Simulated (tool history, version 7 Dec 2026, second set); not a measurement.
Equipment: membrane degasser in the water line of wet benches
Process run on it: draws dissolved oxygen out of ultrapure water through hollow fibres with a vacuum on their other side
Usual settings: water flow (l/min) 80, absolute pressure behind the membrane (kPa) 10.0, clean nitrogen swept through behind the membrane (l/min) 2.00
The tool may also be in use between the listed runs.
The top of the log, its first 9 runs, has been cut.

| run | day | water flow (l/min) | absolute pressure behind the membrane (kPa) | clean nitrogen swept through behind the membrane (l/min) | dissolved oxygen in the water behind the degasser (ppb) | pressure that the water loses in the fibres (kPa) |
|---|---|---|---|---|---|---|
| 10 | 13.958 | 80 | 10.0 | 2.00 | 545.7 | 69.91 |
| 11 | 15.858 | 80 | 10.0 | 2.00 | 553.8 | 70.36 |
| 12 | 17.954 | 80 | 7.3 | 2.00 | 355.7 | 70.42 |
| 13 | 20.117 | 80 | 7.3 | 2.00 | 355.1 | 70.81 |
| 14 | 21.896 | 80 | 10.0 | 1.61 | 641.1 | 70.44 |
| 15 | 24.012 | 80 | 10.0 | 2.00 | 555.2 | 69.97 |
| 16 | 25.921 | 80 | 15.3 | 2.00 | 900.6 | 70.20 |
| 17 | 27.650 | 80 | 15.3 | 2.00 | 905.8 | 70.14 |
| 18 | 30.212 | 80 | 15.3 | 3.14 | 640.8 | 70.22 |
| 19 | 31.442 | 80 | 15.3 | 3.14 | 653.8 | 70.29 |
| 20 | 33.771 | 80 | 15.3 | 3.14 | 646.9 | 70.47 |

Predict the results of run 21:
| 21 | 34.862 | 81 | 21.3 | 2.00 | ? | ? |

dissolved oxygen in the water behind the degasser (ppb): 1306.3
pressure that the water loses in the fibres (kPa): 71.20
The same run, on a tool lacking any hidden state, would have yielded dissolved oxygen in the water behind the degasser (ppb) 1277.4, pressure that the water loses in the fibres (kPa) 70.42.
